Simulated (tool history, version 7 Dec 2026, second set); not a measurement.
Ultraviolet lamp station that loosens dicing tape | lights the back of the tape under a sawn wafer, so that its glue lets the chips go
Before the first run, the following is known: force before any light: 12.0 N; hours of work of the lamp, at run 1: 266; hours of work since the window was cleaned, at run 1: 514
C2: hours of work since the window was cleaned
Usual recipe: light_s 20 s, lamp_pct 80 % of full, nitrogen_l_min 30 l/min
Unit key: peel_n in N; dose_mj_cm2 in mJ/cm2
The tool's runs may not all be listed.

run 1 hour=0.0 | light_s=20 lamp_pct=80 nitrogen_l_min=30 | hours_of_work_of_the_lamp=266 C2=514 | peel_n=1.168 dose_mj_cm2=212
run 2 hour=25.2 | light_s=20 lamp_pct=80 nitrogen_l_min=10 | hours_of_work_of_the_lamp=276 C2=524 | peel_n=2.686 dose_mj_cm2=212
run 3 hour=52.2 | light_s=20 lamp_pct=80 nitrogen_l_min=10 | hours_of_work_of_the_lamp=287 C2=535 | peel_n=2.696 dose_mj_cm2=208
run 4 hour=65.8 | light_s=16 lamp_pct=80 nitrogen_l_min=30 | hours_of_work_of_the_lamp=293 C2=541 | peel_n=1.832 dose_mj_cm2=165
run 5 hour=89.5 | light_s=16 lamp_pct=80 nitrogen_l_min=30 | hours_of_work_of_the_lamp=302 C2=550 | peel_n=1.812 dose_mj_cm2=167
run 6 hour=112.2 | light_s=16 lamp_pct=80 nitrogen_l_min=30 | hours_of_work_of_the_lamp=311 C2=559 | peel_n=1.898 dose_mj_cm2=167
-- hour=115.1 window cleaned of glue's vapour
run 7 hour=133.5 | light_s=20 lamp_pct=100 nitrogen_l_min=30 | hours_of_work_of_the_lamp=320 C2=7 | peel_n=0.944 dose_mj_cm2=226
run 8 hour=159.6 | light_s=20 lamp_pct=80 nitrogen_l_min=30 | hours_of_work_of_the_lamp=330 C2=18 | peel_n=1.535 dose_mj_cm2=181
run 9 hour=175.8 | light_s=20 lamp_pct=80 nitrogen_l_min=40 | hours_of_work_of_the_lamp=337 C2=24 | peel_n=1.242 dose_mj_cm2=179
run 10 hour=191.6 | light_s=23 lamp_pct=80 nitrogen_l_min=39 | hours_of_work_of_the_lamp=343 C2=31 | peel_n=0.914 dose_mj_cm2=210
run 11 hour=204.4 | light_s=25 lamp_pct=80 nitrogen_l_min=22 | hours_of_work_of_the_lamp=348 C2=36 | peel_n=1.263 dose_mj_cm2=224
run 12 hour=231.3 | light_s=20 lamp_pct=64 nitrogen_l_min=15 | hours_of_work_of_the_lamp=359 C2=47 | peel_n=3.472 dose_mj_cm2=143
-- hour=236.9 window cleaned of glue's vapour, once more
run 13 hour=249.9 | light_s=12 lamp_pct=62 nitrogen_l_min=30 | hours_of_work_of_the_lamp=366 C2=5 | peel_n=3.395 dose_mj_cm2=109

Run 14 comes next. What will it give?
run 14 hour=266.4 | light_s=12 lamp_pct=61 nitrogen_l_min=34 | hours_of_work_of_the_lamp=373 C2=12 | peel_n=? dose_mj_cm2=?

Run 14 produced peel_n 3.362 N, dose_mj_cm2 107 mJ/cm2.
Were there no unlogged condition in the tool, this run, its random variation unchanged, would have produced peel_n 3.031 N, dose_mj_cm2 116 mJ/cm2.

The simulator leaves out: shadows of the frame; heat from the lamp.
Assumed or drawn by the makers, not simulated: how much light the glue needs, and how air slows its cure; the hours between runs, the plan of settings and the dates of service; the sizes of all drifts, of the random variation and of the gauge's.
